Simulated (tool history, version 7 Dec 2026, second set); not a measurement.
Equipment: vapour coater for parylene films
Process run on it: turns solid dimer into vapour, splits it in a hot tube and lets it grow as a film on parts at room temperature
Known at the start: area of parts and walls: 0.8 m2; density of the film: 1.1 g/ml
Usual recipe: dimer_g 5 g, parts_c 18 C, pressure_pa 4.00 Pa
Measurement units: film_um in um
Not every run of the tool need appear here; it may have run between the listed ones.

run 1 hour=0.0 | dimer_g=5 parts_c=18 pressure_pa=4.00 | film_um=4.04
run 2 hour=20.3 | dimer_g=5 parts_c=18 pressure_pa=4.00 | film_um=4.01
run 3 hour=43.0 | dimer_g=5 parts_c=16 pressure_pa=4.00 | film_um=4.36
run 4 hour=55.3 | dimer_g=3 parts_c=18 pressure_pa=4.00 | film_um=2.39
run 5 hour=70.5 | dimer_g=5 parts_c=18 pressure_pa=4.00 | film_um=3.99
run 6 hour=83.5 | dimer_g=5 parts_c=18 pressure_pa=4.00 | film_um=4.02
run 7 hour=98.3 | dimer_g=2 parts_c=18 pressure_pa=4.00 | film_um=1.58
run 8 hour=115.7 | dimer_g=5 parts_c=18 pressure_pa=4.00 | film_um=3.91
run 9 hour=133.4 | dimer_g=5 parts_c=18 pressure_pa=4.00 | film_um=3.95
run 10 hour=163.2 | dimer_g=5 parts_c=18 pressure_pa=4.00 | film_um=4.00
run 11 hour=183.9 | dimer_g=5 parts_c=18 pressure_pa=4.00 | film_um=3.91
run 12 hour=197.1 | dimer_g=5 parts_c=18 pressure_pa=4.00 | film_um=3.82
run 13 hour=217.6 | dimer_g=5 parts_c=30 pressure_pa=4.00 | film_um=2.40
run 14 hour=237.3 | dimer_g=5 parts_c=30 pressure_pa=4.00 | film_um=2.43
run 15 hour=258.4 | dimer_g=5 parts_c=30 pressure_pa=4.00 | film_um=2.40
-- hour=285.1 trap's valve overhauled
run 16 hour=291.5 | dimer_g=5 parts_c=30 pressure_pa=4.00 | film_um=2.67
run 17 hour=306.9 | dimer_g=4 parts_c=17 pressure_pa=6.56 | film_um=3.48
run 18 hour=330.7 | dimer_g=4 parts_c=17 pressure_pa=6.56 | film_um=3.48
run 19 hour=348.1 | dimer_g=3 parts_c=25 pressure_pa=11.39 | film_um=1.79
run 20 hour=372.5 | dimer_g=5 parts_c=21 pressure_pa=2.35 | film_um=3.94
run 21 hour=392.0 | dimer_g=6 parts_c=21 pressure_pa=2.35 | film_um=4.63
run 22 hour=408.5 | dimer_g=6 parts_c=21 pressure_pa=2.35 | film_um=4.65
run 23 hour=428.3 | dimer_g=6 parts_c=21 pressure_pa=4.76 | film_um=4.40
run 24 hour=444.5 | dimer_g=6 parts_c=21 pressure_pa=4.76 | film_um=4.43

Forecast run 25:
run 25 hour=465.4 | dimer_g=4 parts_c=11 pressure_pa=4.00 | film_um=?

film_um: 4.41 um
Were there no unlogged condition in the tool, this run, its random variation unchanged, would have produced film_um 4.53 um.

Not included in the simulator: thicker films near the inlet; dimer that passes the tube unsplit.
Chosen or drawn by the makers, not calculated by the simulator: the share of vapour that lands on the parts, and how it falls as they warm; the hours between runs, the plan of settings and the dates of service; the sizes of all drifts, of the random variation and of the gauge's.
